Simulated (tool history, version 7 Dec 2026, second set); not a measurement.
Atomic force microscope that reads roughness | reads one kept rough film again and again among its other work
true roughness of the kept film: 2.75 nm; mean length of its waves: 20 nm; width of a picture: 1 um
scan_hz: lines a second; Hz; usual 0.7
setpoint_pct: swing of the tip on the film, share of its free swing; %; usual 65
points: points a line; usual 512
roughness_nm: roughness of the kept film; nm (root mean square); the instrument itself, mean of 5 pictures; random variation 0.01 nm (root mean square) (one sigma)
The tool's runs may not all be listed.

run   hour  scan_hz  setpoint_pct  points  roughness_nm
  1      0      0.7            65     512         2.125
  2   28.5    3.158            65     512         1.943
  3   57.8    3.158            65     512         1.828
  4   86.8    3.158            65     293         2.117
  5  119.4    3.158            65     293         1.989
  6  171.6    3.158            65     293         1.831
  7  201.9    3.158            65     293         2.151
  8  230.6    3.158            65     293         2.025
  9  266.1    3.158            65     293         1.874
 10  314.6    2.759            65     512         2.203
 11  347.4    2.759            65     512         2.058
 12  373.4    2.759            65     512         1.965
 13  426.2    2.759            65     512         2.195
 14  478.2    2.759            62     332         1.969
 15  525.2    0.639            65     702         2.377
 16  562.3    1.712            72     517         2.151
 17  594.3     1.62            65     455         2.044
 18  630.2      0.7            75     512         1.956
 19  661.1    0.773            65     575         2.266
 20  696.8    1.382            86     363          1.98
 21  726.7    1.382            86     363         1.873
 22  773.3    1.382            86     363         2.121
 23  828.5    2.798            58     527         1.993
 24  863.4    2.798            58     527         1.869
 25  904.4    0.805            86     268         2.087
 26  956.1    0.805            86     261         1.899

Taken out of this log: 10 entries between the listed runs. Where each belongs, and how the hidden state differs across it:
Between runs 3 and 4: new tip fitted (hour 65.2)
  radius of the tip, nm: 15.2 -> 7.5; height scale over the true one, %: 0.3 -> 0.31
  measured less the result without the state, roughness_nm: -0.438 -> -0.12 nm (root mean square)
Between runs 6 and 7: new tip fitted (hour 180.8)
  radius of the tip, nm: 14.9 -> 7; height scale over the true one, %: 0.35 -> 0.37
  measured less the result without the state, roughness_nm: -0.425 -> -0.093 nm (root mean square)
Between runs 9 and 10: new tip fitted (hour 293.1)
  radius of the tip, nm: 12.6 -> 6.9; height scale over the true one, %: 0.4 -> 0.42
  measured less the result without the state, roughness_nm: -0.334 -> -0.09 nm (root mean square)
Between runs 12 and 13: new tip fitted (hour 409.9)
  radius of the tip, nm: 12.1 -> 7; height scale over the true one, %: 0.45 -> 0.48
  measured less the result without the state, roughness_nm: -0.324 -> -0.096 nm (root mean square)
Between runs 14 and 15: height scale calibrated on a step standard (hour 481.7); new tip fitted (hour 525.2)
  radius of the tip, nm: 11.6 -> 5.2; height scale over the true one, %: 0.5 -> 0.76
  measured less the result without the state, roughness_nm: -0.299 -> +0.009 nm (root mean square)
Between runs 18 and 19: new tip fitted (hour 639.2); height scale calibrated on a step standard, once more (hour 655.7)
  radius of the tip, nm: 14 -> 7; height scale over the true one, %: 0.81 -> 0.11
  measured less the result without the state, roughness_nm: -0.403 -> -0.106 nm (root mean square)
Between runs 21 and 22: new tip fitted (hour 753.1)
  radius of the tip, nm: 13 -> 7.1; height scale over the true one, %: 0.14 -> 0.16
  measured less the result without the state, roughness_nm: -0.354 -> -0.102 nm (root mean square)
Between runs 24 and 25: new tip fitted (hour 866.4)
  radius of the tip, nm: 15.2 -> 8.1; height scale over the true one, %: 0.21 -> 0.23
  measured less the result without the state, roughness_nm: -0.451 -> -0.148 nm (root mean square)

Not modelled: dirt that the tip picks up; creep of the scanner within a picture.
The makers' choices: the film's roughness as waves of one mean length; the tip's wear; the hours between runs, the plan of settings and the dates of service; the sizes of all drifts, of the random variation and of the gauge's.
